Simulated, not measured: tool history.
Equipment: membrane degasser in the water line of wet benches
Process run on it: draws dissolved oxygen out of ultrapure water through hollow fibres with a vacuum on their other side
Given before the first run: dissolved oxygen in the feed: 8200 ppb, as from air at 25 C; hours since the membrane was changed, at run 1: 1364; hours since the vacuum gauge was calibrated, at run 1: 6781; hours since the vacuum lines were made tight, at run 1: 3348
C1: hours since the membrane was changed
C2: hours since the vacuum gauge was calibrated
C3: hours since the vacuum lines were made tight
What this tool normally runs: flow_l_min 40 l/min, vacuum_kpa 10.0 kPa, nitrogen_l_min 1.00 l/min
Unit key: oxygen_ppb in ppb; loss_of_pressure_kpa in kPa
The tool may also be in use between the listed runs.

Run 1, day 0.000: usual settings; C1 1364; C2 6781; C3 3348. Result: oxygen_ppb 566.8 ppb, loss_of_pressure_kpa 59.45 kPa.
Run 2, day 1.054: usual settings; C1 1389; C2 6806; C3 3373. Result: oxygen_ppb 567.2 ppb, loss_of_pressure_kpa 60.01 kPa.
Run 3, day 3.275: usual settings; C1 1443; C2 6859; C3 3426. Result: oxygen_ppb 568.1 ppb, loss_of_pressure_kpa 59.95 kPa.
Run 4, day 5.208: usual settings; C1 1489; C2 6906; C3 3473. Result: oxygen_ppb 568.0 ppb, loss_of_pressure_kpa 59.55 kPa.
Run 5, day 7.296: usual settings; C1 1539; C2 6956; C3 3523. Result: oxygen_ppb 564.0 ppb, loss_of_pressure_kpa 59.79 kPa.
Run 6, day 9.300: usual settings but vacuum_kpa 7.3 kPa; C1 1587; C2 7004; C3 3571. Result: oxygen_ppb 370.7 ppb, loss_of_pressure_kpa 59.92 kPa.
Run 7, day 10.438: usual settings but vacuum_kpa 7.3 kPa; C1 1615; C2 7031; C3 3598. Result: oxygen_ppb 370.8 ppb, loss_of_pressure_kpa 60.17 kPa.
Run 8, day 11.979: usual settings but vacuum_kpa 7.3 kPa; C1 1652; C2 7068; C3 3635. Result: oxygen_ppb 370.4 ppb, loss_of_pressure_kpa 59.81 kPa.
Run 9, day 14.112: usual settings; C1 1703; C2 7120; C3 3686. Result: oxygen_ppb 565.3 ppb, loss_of_pressure_kpa 60.11 kPa.
Run 10, day 15.288: usual settings; C1 1731; C2 7148; C3 3715. Result: oxygen_ppb 567.0 ppb, loss_of_pressure_kpa 60.09 kPa.
Run 11, day 16.496: usual settings but flow_l_min 37 l/min; C1 1760; C2 7177; C3 3744. Result: oxygen_ppb 528.9 ppb, loss_of_pressure_kpa 55.22 kPa.
Run 12, day 17.450: usual settings but flow_l_min 31 l/min; C1 1783; C2 7200; C3 3766. Result: oxygen_ppb 443.1 ppb, loss_of_pressure_kpa 46.44 kPa.
Run 13, day 19.108: usual settings but flow_l_min 31 l/min; C1 1823; C2 7239; C3 3806. Result: oxygen_ppb 446.0 ppb, loss_of_pressure_kpa 46.22 kPa.
Run 14, day 21.288: usual settings but nitrogen_l_min 0.54 l/min; C1 1875; C2 7292; C3 3859. Result: oxygen_ppb 853.0 ppb, loss_of_pressure_kpa 60.07 kPa.
Run 15, day 22.783: usual settings but nitrogen_l_min 0.54 l/min; C1 1911; C2 7328; C3 3894. Result: oxygen_ppb 859.3 ppb, loss_of_pressure_kpa 59.76 kPa.
Run 16, day 24.679: usual settings but nitrogen_l_min 0.54 l/min; C1 1956; C2 7373; C3 3940. Result: oxygen_ppb 848.5 ppb, loss_of_pressure_kpa 60.27 kPa.
Run 17, day 26.588: usual settings but nitrogen_l_min 0.54 l/min; C1 2002; C2 7419; C3 3986. Result: oxygen_ppb 852.1 ppb, loss_of_pressure_kpa 60.05 kPa.
At day 26.771: vacuum gauge calibrated.
Run 18, day 28.338: usual settings but vacuum_kpa 8.3 kPa; C1 2044; C2 38; C3 4027. Result: oxygen_ppb 449.4 ppb, loss_of_pressure_kpa 59.53 kPa.
Run 19, day 30.012: usual settings but vacuum_kpa 8.3 kPa; C1 2084; C2 78; C3 4067. Result: oxygen_ppb 448.2 ppb, loss_of_pressure_kpa 60.18 kPa.
Run 20, day 31.450: usual settings but vacuum_kpa 8.3 kPa; C1 2118; C2 112; C3 4102. Result: oxygen_ppb 448.6 ppb, loss_of_pressure_kpa 59.91 kPa.
Run 21, day 33.262: usual settings but flow_l_min 60 l/min; C1 2162; C2 156; C3 4145. Result: oxygen_ppb 887.8 ppb, loss_of_pressure_kpa 90.66 kPa.
Run 22, day 34.742: usual settings but flow_l_min 43 l/min, vacuum_kpa 23.3 kPa, nitrogen_l_min 1.22 l/min; C1 2197; C2 191; C3 4181. Result: oxygen_ppb 1324.8 ppb, loss_of_pressure_kpa 64.49 kPa.
Run 23, day 35.908: usual settings but flow_l_min 53 l/min, vacuum_kpa 15.5 kPa, nitrogen_l_min 0.46 l/min; C1 2225; C2 219; C3 4209. Result: oxygen_ppb 1872.1 ppb, loss_of_pressure_kpa 79.47 kPa.
Run 24, day 38.267: usual settings but flow_l_min 53 l/min, vacuum_kpa 15.5 kPa, nitrogen_l_min 0.46 l/min; C1 2282; C2 276; C3 4266. Result: oxygen_ppb 1871.3 ppb, loss_of_pressure_kpa 80.55 kPa.
At day 39.671: vacuum gauge calibrated, once more.
Run 25, day 39.767: usual settings but flow_l_min 36 l/min, vacuum_kpa 21.2 kPa, nitrogen_l_min 0.41 l/min; C1 2317; C2 2; C3 4301. Result: oxygen_ppb 2094.6 ppb, loss_of_pressure_kpa 53.96 kPa.
Run 26, day 40.758: usual settings but flow_l_min 36 l/min, vacuum_kpa 21.2 kPa, nitrogen_l_min 0.41 l/min; C1 2341; C2 26; C3 4325. Result: oxygen_ppb 2111.2 ppb, loss_of_pressure_kpa 53.55 kPa.
Run 27, day 42.992: usual settings but flow_l_min 26 l/min, vacuum_kpa 8.0 kPa, nitrogen_l_min 1.74 l/min; C1 2395; C2 80; C3 4378. Result: oxygen_ppb 170.4 ppb, loss_of_pressure_kpa 39.08 kPa.
Run 28, day 44.567: usual settings but flow_l_min 27 l/min, vacuum_kpa 11.3 kPa; C1 2433; C2 118; C3 4416. Result: oxygen_ppb 458.2 ppb, loss_of_pressure_kpa 41.11 kPa.
Run 29, day 46.638: usual settings but flow_l_min 41 l/min, vacuum_kpa 15.3 kPa, nitrogen_l_min 0.75 l/min; C1 2482; C2 167; C3 4466. Result: oxygen_ppb 1153.3 ppb, loss_of_pressure_kpa 61.99 kPa.
Run 30, day 47.658: usual settings but flow_l_min 24 l/min, vacuum_kpa 9.8 kPa, nitrogen_l_min 1.99 l/min; C1 2507; C2 192; C3 4490. Result: oxygen_ppb 187.5 ppb, loss_of_pressure_kpa 36.35 kPa.
Run 31, day 48.779: usual settings but flow_l_min 32 l/min, nitrogen_l_min 0.43 l/min; C1 2534; C2 219; C3 4517. Result: oxygen_ppb 816.3 ppb, loss_of_pressure_kpa 47.98 kPa.
Run 32, day 50.996: usual settings but flow_l_min 32 l/min; C1 2587; C2 272; C3 4571. Result: oxygen_ppb 448.6 ppb, loss_of_pressure_kpa 48.20 kPa.

Branching from run 32: 4 alternative next runs. What would each branch give?
Run A, day 52.612: usual settings but flow_l_min 24 l/min, vacuum_kpa 19.4 kPa, nitrogen_l_min 1.50 l/min; C1 2626; C2 311; C3 4609. Result: oxygen_ppb ?, loss_of_pressure_kpa ?.
Run B, day 52.612: usual settings but vacuum_kpa 15.9 kPa, nitrogen_l_min 1.13 l/min; C1 2626; C2 311; C3 4609. Result: oxygen_ppb ?, loss_of_pressure_kpa ?.
Run C, day 52.612: usual settings but flow_l_min 47 l/min, vacuum_kpa 19.5 kPa, nitrogen_l_min 2.45 l/min; C1 2626; C2 311; C3 4609. Result: oxygen_ppb ?, loss_of_pressure_kpa ?.
Run D, day 52.612: usual settings but flow_l_min 32 l/min, vacuum_kpa 22.6 kPa, nitrogen_l_min 0.57 l/min; C1 2626; C2 311; C3 4609. Result: oxygen_ppb ?, loss_of_pressure_kpa ?.

run  oxygen_ppb  loss_of_pressure_kpa
  A       563.3                 36.33
  B       887.5                 60.39
  C       733.2                 70.75
  D      1698.6                 48.38
The same runs, with their run-to-run variation unchanged, on a tool lacking any hidden condition would have given:
run  oxygen_ppb  loss_of_pressure_kpa
  A       557.0                 35.84
  B       881.5                 59.57
  C       724.8                 69.80
  D      1696.6                 47.72
